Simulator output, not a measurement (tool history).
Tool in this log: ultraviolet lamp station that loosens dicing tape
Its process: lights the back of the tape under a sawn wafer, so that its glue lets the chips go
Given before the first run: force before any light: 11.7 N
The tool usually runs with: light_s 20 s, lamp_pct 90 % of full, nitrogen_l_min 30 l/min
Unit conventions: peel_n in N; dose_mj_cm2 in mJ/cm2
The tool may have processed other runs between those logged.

run,hour,light_s,lamp_pct,nitrogen_l_min,peel_n,dose_mj_cm2
1,0.0,20,90,30,0.681,247
2,47.4,20,90,30,0.710,248
3,77.5,22,90,30,0.554,276
4,132.6,22,90,30,0.540,273
5,166.1,22,90,30,0.551,276
6,204.4,22,90,50,0.433,276
7,247.0,22,90,50,0.444,274
8,286.8,20,90,30,0.685,252
9,338.8,20,90,30,0.700,251
# hour 370.8: window cleaned of glue's vapour
10,391.5,20,90,30,0.686,253
11,422.9,20,90,30,0.691,253
12,471.1,20,90,30,0.729,250
13,526.7,20,92,30,0.651,255
14,558.0,20,92,30,0.660,254
15,589.2,20,92,30,0.658,256
16,618.2,20,92,30,0.654,254
17,659.7,20,92,30,0.662,255
18,715.1,20,92,30,0.669,253
19,768.0,32,68,13,0.728,299
# hour 795.3: window cleaned of glue's vapour
20,823.3,32,68,13,0.715,304
21,868.0,20,63,15,2.067,172
22,908.3,20,63,15,2.087,176
23,946.3,27,64,19,0.992,240
24,985.4,13,64,9,4.355,116
25,1030.7,17,78,30,1.438,190

Below are 3 alternative next runs, each starting from the tool's condition after run 25. Predict each:
A,1073.3,15,78,27,?,?
B,1073.3,17,78,30,?,?
C,1073.3,17,78,10,?,?

run,peel_n,dose_mj_cm2
A,1.859,163
B,1.487,185
C,2.267,184
Had the tool no hidden state, the same runs would have come out as:
run,peel_n,dose_mj_cm2
A,1.843,164
B,1.472,186
C,2.249,184

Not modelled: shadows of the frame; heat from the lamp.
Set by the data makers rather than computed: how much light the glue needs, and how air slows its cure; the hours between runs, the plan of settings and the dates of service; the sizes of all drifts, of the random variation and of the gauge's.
